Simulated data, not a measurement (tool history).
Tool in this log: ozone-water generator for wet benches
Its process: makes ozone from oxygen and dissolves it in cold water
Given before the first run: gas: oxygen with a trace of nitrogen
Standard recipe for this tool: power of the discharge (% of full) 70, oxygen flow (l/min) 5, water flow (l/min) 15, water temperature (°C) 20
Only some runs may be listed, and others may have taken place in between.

run     day  power of the discharge (% of full)  oxygen flow (l/min)  water flow (l/min)  water temperature (°C)  dissolved ozone (ppm)  ozone in the gas ahead of the water (g/m3)
  1       0                                  70                    5                  15                      20                   13.6                                       134.2
  2     1.7                                  70                    5                  15                      20                   13.3                                       133.6
  3   3.475                                  70                    5                  15                      20                   13.4                                         134
  4     5.1                                  70                    5                  15                      20                   13.3                                         135
  5   7.267                                  70                    5                  15                      20                   13.4                                       134.8
  6   9.367                                  70                    5                  15                      20                   13.4                                       133.9
  7  11.388                                  70                    5                  10                      20                   18.2                                       135.9
  8  13.362                                  70                    5                  10                      20                   18.6                                       133.8
  9  15.088                                  70                    5                  15                      20                   13.4                                       134.7
 10  16.204                                  70                    5                  15                      20                   13.2                                       133.7
 11  17.529                                  70                    5                  15                      20                   13.2                                       134.6
 12  18.575                                  70                    5                  15                      20                   13.3                                         134
 13  19.554                                  70                    5                  15                      20                   13.3                                         134
 14  21.662                                  70                    5                  15                      25                     12                                       132.9
 15  22.988                                  70                    5                  24                      26                    7.8                                       132.5
 16  25.067                                  80                    5                  24                      18                    9.4                                       146.7
 17  26.062                                  80                    5                  19                      18                   12.3                                       145.9
 18  27.546                                  63                    5                  16                      18                   11.7                                       123.3
 19  29.425                                  65                    5                  19                      18                   10.3                                       123.5
     29.546  -- water thermometer calibrated
 20  31.083                                  70                    5                  21                      20                    9.5                                       132.6
 21  33.192                                  45                 3.83                  21                      16                      7                                       110.5
 22  34.858                                  45                 3.83                  21                      16                    7.2                                       109.8
 23  36.883                                  55                 5.44                  15                      20                   11.2                                       106.2
     38.346  -- water thermometer calibrated, once more
 24  38.767                                  60                    5                  21                      24                      8                                       117.1
 25  39.883                                  60                    5                  21                      24                    8.1                                       119.7
 26  40.892                                  70                 3.11                  14                      20                   13.8                                       165.4
 27  42.792                                  70                 3.61                  15                      17                   13.5                                       155.8

Some steps in dissolved ozone (ppm), run to run, broken into two amounts with sign: the step expected even without the hidden condition (settings, incoming material, random variation), and the rest, left for the hidden condition together with whatever gauge scatter is not in both the measured and the hidden-condition-free result:
The tool's hidden condition here consists of: yield of the discharge, % of new electrodes'; contactor's efficiency, % of a clean one's; true water temperature over the reading, C; drift of the gauge itself on ozone_ppm, %; drift of the gauge itself on gas_g_m3, %.
Run 6 -> 7: water flow (l/min) 15 -> 10. dissolved ozone (ppm) +4.8: hidden state -0.3, all else +5.1.
Run 8 -> 9: water flow (l/min) 10 -> 15. dissolved ozone (ppm) -5.2: hidden state +0.2, all else -5.4.
Run 25 -> 26: power of the discharge (% of full) 60 -> 70, oxygen flow (l/min) 5 -> 3.11, water flow (l/min) 21 -> 14, water temperature (°C) 24 -> 20. dissolved ozone (ppm) +5.7: hidden state -0.5, all else +6.2.
